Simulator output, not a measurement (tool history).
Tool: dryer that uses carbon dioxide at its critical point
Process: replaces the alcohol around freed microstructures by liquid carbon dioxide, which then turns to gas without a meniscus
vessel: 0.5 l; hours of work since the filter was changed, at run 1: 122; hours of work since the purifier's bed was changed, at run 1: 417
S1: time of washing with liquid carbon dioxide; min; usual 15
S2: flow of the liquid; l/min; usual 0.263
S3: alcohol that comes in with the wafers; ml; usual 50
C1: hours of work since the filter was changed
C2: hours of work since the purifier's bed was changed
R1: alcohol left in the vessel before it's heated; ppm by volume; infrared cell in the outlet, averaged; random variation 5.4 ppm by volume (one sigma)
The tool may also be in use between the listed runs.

run	hour	S1	S2	S3	C1	C2	R1
1	0.0	15	0.263	50	122	417	292
2	11.1	15	0.263	50	131	425	286
3	31.7	15	0.263	50	146	440	302
4	50.0	15	0.263	50	160	454	315
5	60.3	15	0.263	50	167	462	309
6	83.3	15	0.263	50	184	479	324
7	105.1	15	0.314	50	200	495	200
8	122.0	15	0.314	50	213	507	206
9	146.2	15	0.314	50	231	525	207
10	157.4	15	0.314	50	239	534	220
11	178.7	15	0.314	50	255	550	225
12	202.6	21	0.188	104	273	567	671
13	220.2	14	0.168	50	286	580	2891
14	242.4	15	0.373	47	302	597	187
15	261.0	9	0.195	22	316	611	3279
16	282.6	15	0.159	50	332	627	3115
# hour 294.2: inlet filter changed
17	308.1	13	0.263	50	10	645	511
18	324.7	13	0.256	50	23	657	558
19	338.0	15	0.254	22	33	667	267
20	352.9	15	0.254	22	44	678	274

The same runs without the tool's hidden state, with the same run-to-run variation:
The hidden state here: flow that reaches the vessel past the clogged filter, %; alcohol in the recycled carbon dioxide, ppm; drift of the gauge itself on alcohol_ppm, %.
run	R1
1	135
2	123
3	129
4	130
5	126
6	125
7	38
8	42
9	37
10	41
11	40
12	267
13	1801
14	15
15	2207
16	1803
17	313
18	348
19	80
20	81
